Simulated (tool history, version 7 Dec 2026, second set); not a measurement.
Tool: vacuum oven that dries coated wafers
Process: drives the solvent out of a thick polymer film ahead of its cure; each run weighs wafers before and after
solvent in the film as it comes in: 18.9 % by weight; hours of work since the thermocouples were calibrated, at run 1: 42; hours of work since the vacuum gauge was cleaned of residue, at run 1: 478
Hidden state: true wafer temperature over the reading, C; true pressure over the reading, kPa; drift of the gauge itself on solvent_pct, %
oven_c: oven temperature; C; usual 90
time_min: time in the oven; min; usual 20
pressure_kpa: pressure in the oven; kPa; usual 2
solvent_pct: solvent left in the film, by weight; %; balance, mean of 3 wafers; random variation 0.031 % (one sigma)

run	day	oven_c	time_min	pressure_kpa	hours of work since the thermocouples were calibrated	hours of work since the vacuum gauge was cleaned of residue	solvent_pct
1	0	90	20	2	42	478	1.66
2	2.129	90	20	2	78	513	1.64
3	4.954	90	20	2	125	561	1.65
4	6.621	90	20	2	153	589	1.64
5	8.354	90	27	2	182	618	1.2
6	9.808	90	27	2	207	642	1.25
7	11.5	90	27	2	235	671	1.24
8	12.896	90	20	2	259	694	1.69
9	15.675	90	20	2	306	741	1.67
10	17.346	90	20	2	334	769	1.68
11	19.912	90	20	2	377	812	1.67
12	22.825	90	20	2	426	861	1.67
13	25.508	90	20	2	471	907	1.62
14	27.088	90	20	2	498	933	1.65
15	29.3	90	20	2	535	970	1.74
16	32.138	83	30	1.49	583	1018	1.83
17	34.912	92	22	2	629	1065	1.26
18	36.721	92	22	2	660	1095	1.23
19	39.408	92	22	2	705	1140	1.22
20	42.392	94	29	1.77	755	1191	0.83
# day 43: oven's thermocouples calibrated
21	44.717	96	13	1.11	29	1228	1.14
22	47.321	99	20	2	73	1272	0.76
23	50.054	88	35	2	119	1318	1.14
24	52.746	88	19	1.48	164	1363	1.93
25	55.4	88	19	3.35	209	1408	2.83
26	57.5	88	19	3.35	244	1443	2.85

Forecast each of these 4 alternatives for the next run:
A	59.638	88	19	3.38	280	1479	?
B	59.638	103	21	2	280	1479	?
C	59.638	83	19	7.49	280	1479	?
D	59.638	88	19	2.35	280	1479	?

run	solvent_pct
A	2.92
B	0.7
C	6.76
D	2.32
Without the tool's hidden state the same runs would have given:
run	solvent_pct
A	2.9
B	0.7
C	6.74
D	2.31

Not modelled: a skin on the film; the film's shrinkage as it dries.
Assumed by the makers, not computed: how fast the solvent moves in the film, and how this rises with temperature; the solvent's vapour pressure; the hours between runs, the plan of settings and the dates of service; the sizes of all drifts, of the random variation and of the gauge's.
